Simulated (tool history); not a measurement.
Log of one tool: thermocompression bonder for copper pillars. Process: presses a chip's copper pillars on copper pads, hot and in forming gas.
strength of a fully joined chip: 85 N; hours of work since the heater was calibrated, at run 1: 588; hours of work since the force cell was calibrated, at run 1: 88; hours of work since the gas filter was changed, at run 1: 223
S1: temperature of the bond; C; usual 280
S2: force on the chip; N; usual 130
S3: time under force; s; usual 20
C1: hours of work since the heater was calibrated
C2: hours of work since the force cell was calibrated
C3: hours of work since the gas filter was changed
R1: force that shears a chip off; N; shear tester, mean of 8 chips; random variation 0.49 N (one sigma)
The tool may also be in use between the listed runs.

run   hour   S1   S2  S3   C1   C2   C3    R1
  1      0  280  130  20  588   88  223  58.7
  2      5  280  130  20  591   90  226  59.8
  3   15.5  280  130  20  595   95  230  59.6
  4   26.6  280  130  20  600   99  235  58.4
  5   33.8  280  130  20  603  103  238  58.1
  6   43.2  280  130  20  607  107  242  59.4
  7   51.6  280  130  20  611  110  246  59.1
  8   57.2  280  130  20  613  113  248  57.3
  9   67.5  280  130  20  618  117  253    59
 10   79.4  280  130  20  623  122  258  58.7
 11   89.2  280  168  20  627  127  262  65.7
 12  101.1  280  103  20  632  132  267  52.2
 13  106.6  280  130  44  635  134  270    68
 14  117.1  280  130  44  639  139  274  66.6
 15  125.9  280  130  44  643  142  278  66.6
 16  131.7  280  130  44  646  145  281    67
 17  143.2  293  130  20  650  150  285  63.7
 18  150.5  293  130  20  654  153  289  63.7
 19  161.1  293  130  20  658  158  293    64
     162.5  -- forming gas filter changed
 20    168  280  130  13  661  160    2  57.9
 21  179.8  275   82  36  666  166    7  55.6
 22    192  308  143  35  671  171   13  80.8
 23  199.6  306  142  30  675  174   16  79.6
 24    207  264  133  36  678  177   19  63.9
 25  215.7  268  130  39  682  181   23    67
 26  221.5  267  121  56  684  184   26  70.1
 27  226.7  280  111  20  686  186   28  58.1
 28  233.5  290  105  20  689  189   31  62.1
 29    240  292  115  14  692  192   34  60.6
 30  248.3  292  115  14  696  195   37  61.5
 31  253.5  254   86  20  698  198   39  36.9
 32    261  254   86  20  701  201   43  36.9
 33  266.1  254  133  28  704  203   45  55.5
 34  274.7  291  130  20  707  207   49  69.4
 35    281  273  137  11  710  209   51  52.6
 36  286.1  280  160  24  712  212   54    72
 37  294.3  280  160  24  716  215   57  73.1
 38    304  299  160  14  720  219   61  73.3
 39  312.2  299  160  14  724  223   65  73.5
 40  321.1  287   95  50  727  227   69  69.3

How the hidden state differs across the entries between the runs, from the last listed run before each to the first after it:
Between runs 19 and 20: forming gas filter changed (hour 162.5)
  oxide that the forming gas leaves, % of the face: 10.58 -> 0.68
  measured less the result without the state, R1: -2.1 -> +5.9 N
